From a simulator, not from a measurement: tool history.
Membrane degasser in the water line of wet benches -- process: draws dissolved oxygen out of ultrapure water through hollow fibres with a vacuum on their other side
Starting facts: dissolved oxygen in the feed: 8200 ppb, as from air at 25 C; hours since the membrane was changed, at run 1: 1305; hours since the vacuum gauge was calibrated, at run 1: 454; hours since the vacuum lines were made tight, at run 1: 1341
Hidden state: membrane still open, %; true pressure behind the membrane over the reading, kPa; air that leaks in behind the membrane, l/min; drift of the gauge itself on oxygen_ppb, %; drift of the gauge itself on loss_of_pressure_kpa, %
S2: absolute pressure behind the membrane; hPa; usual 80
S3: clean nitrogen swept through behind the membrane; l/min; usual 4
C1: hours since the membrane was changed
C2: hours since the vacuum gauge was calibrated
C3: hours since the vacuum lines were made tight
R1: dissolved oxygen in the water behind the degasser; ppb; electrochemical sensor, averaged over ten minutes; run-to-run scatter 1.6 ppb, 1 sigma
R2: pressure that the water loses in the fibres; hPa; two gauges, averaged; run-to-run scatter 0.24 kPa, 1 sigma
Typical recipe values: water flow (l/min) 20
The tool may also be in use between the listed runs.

Run 1, hour 0: usual settings; C1 1305; C2 454; C3 1341. Result: R1 158.8 ppb, R2 623.1 hPa.
Run 2, hour 61: usual settings; C1 1366; C2 515; C3 1402. Result: R1 157.8 ppb, R2 619.8 hPa.
Run 3, hour 111.6: usual settings; C1 1416; C2 566; C3 1453. Result: R1 157.8 ppb, R2 621.6 hPa.
Run 4, hour 170.6: usual settings; C1 1475; C2 625; C3 1512. Result: R1 157.4 ppb, R2 620 hPa.
Run 5, hour 270.2: usual settings; C1 1575; C2 724; C3 1611. Result: R1 158.2 ppb, R2 623.5 hPa.
Run 6, hour 316.9: usual settings but S2 73.3 hPa; C1 1621; C2 771; C3 1658. Result: R1 149.1 ppb, R2 623.2 hPa.
Run 7, hour 388.6: usual settings but S2 73.3 hPa; C1 1693; C2 843; C3 1730. Result: R1 152.4 ppb, R2 621.3 hPa.
Run 8, hour 484.6: usual settings; C1 1789; C2 939; C3 1826. Result: R1 160 ppb, R2 624.1 hPa.
Run 9, hour 561.6: usual settings but water flow (l/min) 29; C1 1866; C2 1016; C3 1903. Result: R1 307.7 ppb, R2 902.8 hPa.
Run 10, hour 610.8: usual settings but water flow (l/min) 29; C1 1915; C2 1065; C3 1952. Result: R1 311.1 ppb, R2 896.1 hPa.
Run 11, hour 670.7: usual settings but water flow (l/min) 29, S3 4.52 l/min; C1 1975; C2 1125; C3 2012. Result: R1 300 ppb, R2 900.5 hPa.
Run 12, hour 768.7: usual settings but water flow (l/min) 29, S3 3.5 l/min; C1 2073; C2 1223; C3 2110. Result: R1 318.9 ppb, R2 903.4 hPa.
Run 13, hour 838: usual settings; C1 2143; C2 1292; C3 2179. Result: R1 160.2 ppb, R2 625.1 hPa.
Run 14, hour 935.5: usual settings; C1 2240; C2 1390; C3 2277. Result: R1 159.2 ppb, R2 623.8 hPa.

Predict the results of run 15:
Run 15, hour 1038: usual settings but water flow (l/min) 26, S2 76.7 hPa, S3 11.99 l/min; C1 2343; C2 1492; C3 2379. Result: R1 ?, R2 ?.

{"run 15": {"R1": 211.2, "R2": 812.4}}
On a tool with no hidden condition, and with the same random variation, this run would have come out at R1 199.5 ppb, R2 798.5 hPa.
